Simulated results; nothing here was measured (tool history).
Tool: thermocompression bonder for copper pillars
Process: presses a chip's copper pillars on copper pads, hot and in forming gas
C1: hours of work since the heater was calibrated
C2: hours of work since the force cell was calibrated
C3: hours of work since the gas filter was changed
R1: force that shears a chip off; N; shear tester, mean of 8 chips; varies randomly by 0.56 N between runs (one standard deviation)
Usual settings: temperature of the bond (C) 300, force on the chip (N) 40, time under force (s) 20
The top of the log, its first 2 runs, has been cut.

run 3 day=0.825 | temperature_of_the_bond_(C)=300 force_on_the_chip_(N)=40 time_under_force_(s)=20 | C1=398 C2=201 C3=70 | R1=69.5
run 4 day=1.088 | temperature_of_the_bond_(C)=300 force_on_the_chip_(N)=40 time_under_force_(s)=20 | C1=402 C2=205 C3=74 | R1=69.7
run 5 day=1.362 | temperature_of_the_bond_(C)=276 force_on_the_chip_(N)=40 time_under_force_(s)=20 | C1=407 C2=210 C3=78 | R1=56.6
run 6 day=1.608 | temperature_of_the_bond_(C)=300 force_on_the_chip_(N)=40 time_under_force_(s)=20 | C1=411 C2=214 C3=82 | R1=68.9
run 7 day=2 | temperature_of_the_bond_(C)=300 force_on_the_chip_(N)=40 time_under_force_(s)=20 | C1=417 C2=220 C3=89 | R1=68.8
run 8 day=2.367 | temperature_of_the_bond_(C)=300 force_on_the_chip_(N)=40 time_under_force_(s)=20 | C1=423 C2=226 C3=95 | R1=69.2
run 9 day=2.608 | temperature_of_the_bond_(C)=300 force_on_the_chip_(N)=40 time_under_force_(s)=20 | C1=427 C2=230 C3=98 | R1=68.8
run 10 day=2.996 | temperature_of_the_bond_(C)=300 force_on_the_chip_(N)=40 time_under_force_(s)=20 | C1=433 C2=236 C3=105 | R1=68.2
run 11 day=3.45 | temperature_of_the_bond_(C)=300 force_on_the_chip_(N)=40 time_under_force_(s)=20 | C1=441 C2=243 C3=112 | R1=68.5
run 12 day=3.754 | temperature_of_the_bond_(C)=300 force_on_the_chip_(N)=40 time_under_force_(s)=20 | C1=445 C2=248 C3=117 | R1=68.1
run 13 day=4.212 | temperature_of_the_bond_(C)=300 force_on_the_chip_(N)=31 time_under_force_(s)=20 | C1=453 C2=256 C3=124 | R1=60
run 14 day=4.458 | temperature_of_the_bond_(C)=300 force_on_the_chip_(N)=31 time_under_force_(s)=20 | C1=457 C2=260 C3=128 | R1=60.3
run 15 day=4.921 | temperature_of_the_bond_(C)=300 force_on_the_chip_(N)=40 time_under_force_(s)=20 | C1=464 C2=267 C3=136 | R1=67.5
run 16 day=5.175 | temperature_of_the_bond_(C)=300 force_on_the_chip_(N)=40 time_under_force_(s)=20 | C1=468 C2=271 C3=140 | R1=68
run 17 day=5.6 | temperature_of_the_bond_(C)=300 force_on_the_chip_(N)=40 time_under_force_(s)=20 | C1=475 C2=278 C3=147 | R1=66.8
run 18 day=5.808 | temperature_of_the_bond_(C)=300 force_on_the_chip_(N)=40 time_under_force_(s)=20 | C1=479 C2=282 C3=150 | R1=68.1
run 19 day=6.258 | temperature_of_the_bond_(C)=300 force_on_the_chip_(N)=40 time_under_force_(s)=20 | C1=486 C2=289 C3=158 | R1=68.1
-- day=6.338 forming gas filter changed
run 20 day=6.479 | temperature_of_the_bond_(C)=300 force_on_the_chip_(N)=40 time_under_force_(s)=20 | C1=489 C2=292 C3=2 | R1=69.9
run 21 day=6.908 | temperature_of_the_bond_(C)=312 force_on_the_chip_(N)=28 time_under_force_(s)=45 | C1=496 C2=299 C3=9 | R1=81.9
run 22 day=7.333 | temperature_of_the_bond_(C)=321 force_on_the_chip_(N)=32 time_under_force_(s)=18 | C1=503 C2=306 C3=16 | R1=70.1

Estimate the outcome of run 23 from the log above:
run 23 day=7.688 | temperature_of_the_bond_(C)=321 force_on_the_chip_(N)=32 time_under_force_(s)=18 | C1=509 C2=312 C3=22 | R1=?

{"run 23": {"R1": 70.6}}
Had the tool carried no hidden state, the very same run would have given R1 73.7 N.
